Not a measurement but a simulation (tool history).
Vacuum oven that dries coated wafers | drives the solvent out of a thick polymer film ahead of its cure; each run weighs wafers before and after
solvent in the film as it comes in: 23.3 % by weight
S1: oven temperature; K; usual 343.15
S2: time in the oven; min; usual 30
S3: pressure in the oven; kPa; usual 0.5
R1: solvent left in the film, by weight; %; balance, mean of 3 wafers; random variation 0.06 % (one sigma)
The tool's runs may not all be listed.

run 1 hour=0 | S1=343.15 S2=30 S3=0.5 | R1=2.86
run 2 hour=42.7 | S1=343.15 S2=30 S3=0.5 | R1=2.88
run 3 hour=69 | S1=343.15 S2=30 S3=0.5 | R1=2.85
run 4 hour=105.6 | S1=343.15 S2=30 S3=0.5 | R1=2.83
run 5 hour=145 | S1=343.15 S2=30 S3=0.5 | R1=2.86
run 6 hour=170.3 | S1=343.15 S2=30 S3=0.5 | R1=2.77
run 7 hour=189.6 | S1=343.15 S2=30 S3=0.5 | R1=2.81
run 8 hour=218.9 | S1=343.15 S2=30 S3=0.5 | R1=2.87
run 9 hour=249.3 | S1=343.15 S2=30 S3=0.5 | R1=2.9
run 10 hour=290.7 | S1=343.15 S2=30 S3=0.5 | R1=2.83
run 11 hour=313 | S1=343.15 S2=30 S3=0.5 | R1=2.76
run 12 hour=346.6 | S1=336.15 S2=30 S3=0.5 | R1=4.87
run 13 hour=380.8 | S1=336.15 S2=30 S3=0.5 | R1=4.79
run 14 hour=406.7 | S1=336.15 S2=28 S3=0.5 | R1=5.45
run 15 hour=428 | S1=329.15 S2=23 S3=0.297 | R1=9.18
run 16 hour=465.8 | S1=329.15 S2=21 S3=0.307 | R1=9.44
run 17 hour=491 | S1=346.15 S2=30 S3=0.306 | R1=1.95
run 18 hour=517.1 | S1=328.15 S2=15 S3=0.538 | R1=12.07
run 19 hour=536.2 | S1=328.15 S2=15 S3=0.538 | R1=12.1
run 20 hour=560.3 | S1=328.15 S2=25 S3=0.538 | R1=8.93
run 21 hour=582.3 | S1=338.15 S2=30 S3=0.312 | R1=3.97
run 22 hour=616.8 | S1=346.15 S2=32 S3=0.581 | R1=1.88
run 23 hour=645.1 | S1=342.15 S2=41 S3=0.853 | R1=1.85

Forecast each of these 3 alternatives for the next run:
run A hour=681.8 | S1=342.15 S2=41 S3=1.381 | R1=?
run B hour=681.8 | S1=352.15 S2=30 S3=0.5 | R1=?
run C hour=681.8 | S1=335.15 S2=22 S3=0.853 | R1=?

run=A R1=2.18
run=B R1=1.12
run=C R1=7.46
Without the tool's hidden state the same runs would have given:
run=A R1=2.61
run=B R1=1.41
run=C R1=8.21
